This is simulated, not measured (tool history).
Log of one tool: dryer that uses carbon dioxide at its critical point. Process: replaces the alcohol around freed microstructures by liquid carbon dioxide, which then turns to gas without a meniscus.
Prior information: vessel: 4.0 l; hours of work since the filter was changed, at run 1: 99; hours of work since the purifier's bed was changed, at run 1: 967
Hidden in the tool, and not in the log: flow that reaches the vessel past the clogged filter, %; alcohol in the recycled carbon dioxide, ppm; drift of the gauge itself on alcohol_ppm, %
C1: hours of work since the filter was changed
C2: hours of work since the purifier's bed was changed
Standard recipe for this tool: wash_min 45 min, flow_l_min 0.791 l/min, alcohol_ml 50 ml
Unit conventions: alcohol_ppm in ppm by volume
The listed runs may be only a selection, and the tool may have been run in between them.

{"run": 1, "hour": 0.0, "wash_min": 45, "flow_l_min": 0.791, "alcohol_ml": 50, "C1": 99, "C2": 967, "alcohol_ppm": 152}
{"run": 2, "hour": 40.0, "wash_min": 45, "flow_l_min": 0.791, "alcohol_ml": 45, "C1": 120, "C2": 988, "alcohol_ppm": 146}
{"run": 3, "hour": 72.9, "wash_min": 45, "flow_l_min": 0.791, "alcohol_ml": 45, "C1": 138, "C2": 1006, "alcohol_ppm": 159}
{"run": 4, "hour": 113.7, "wash_min": 45, "flow_l_min": 0.791, "alcohol_ml": 45, "C1": 159, "C2": 1027, "alcohol_ppm": 162}
{"run": 5, "hour": 159.9, "wash_min": 45, "flow_l_min": 0.791, "alcohol_ml": 25, "C1": 184, "C2": 1052, "alcohol_ppm": 166}
{"run": 6, "hour": 202.0, "wash_min": 45, "flow_l_min": 1.137, "alcohol_ml": 72, "C1": 206, "C2": 1074, "alcohol_ppm": 158}
{"run": 7, "hour": 244.9, "wash_min": 39, "flow_l_min": 0.838, "alcohol_ml": 45, "C1": 229, "C2": 1097, "alcohol_ppm": 167}
{"run": 8, "hour": 284.4, "wash_min": 46, "flow_l_min": 0.791, "alcohol_ml": 50, "C1": 250, "C2": 1118, "alcohol_ppm": 171}
{"run": 9, "hour": 308.0, "wash_min": 46, "flow_l_min": 0.791, "alcohol_ml": 50, "C1": 262, "C2": 1130, "alcohol_ppm": 174}
{"run": 10, "hour": 333.0, "wash_min": 28, "flow_l_min": 1.156, "alcohol_ml": 26, "C1": 275, "C2": 1143, "alcohol_ppm": 179}

Forecast each of these 3 alternatives for the next run:
{"run": "A", "hour": 368.1, "wash_min": 28, "flow_l_min": 1.05, "alcohol_ml": 26, "C1": 294, "C2": 1162, "alcohol_ppm": "?"}
{"run": "B", "hour": 368.1, "wash_min": 28, "flow_l_min": 1.156, "alcohol_ml": 63, "C1": 294, "C2": 1162, "alcohol_ppm": "?"}
{"run": "C", "hour": 368.1, "wash_min": 34, "flow_l_min": 1.196, "alcohol_ml": 26, "C1": 294, "C2": 1162, "alcohol_ppm": "?"}

run=A alcohol_ppm=185
run=B alcohol_ppm=199
run=C alcohol_ppm=172
Had the tool no hidden state, the same runs would have come out as:
run=A alcohol_ppm=14
run=B alcohol_ppm=20
run=C alcohol_ppm=3
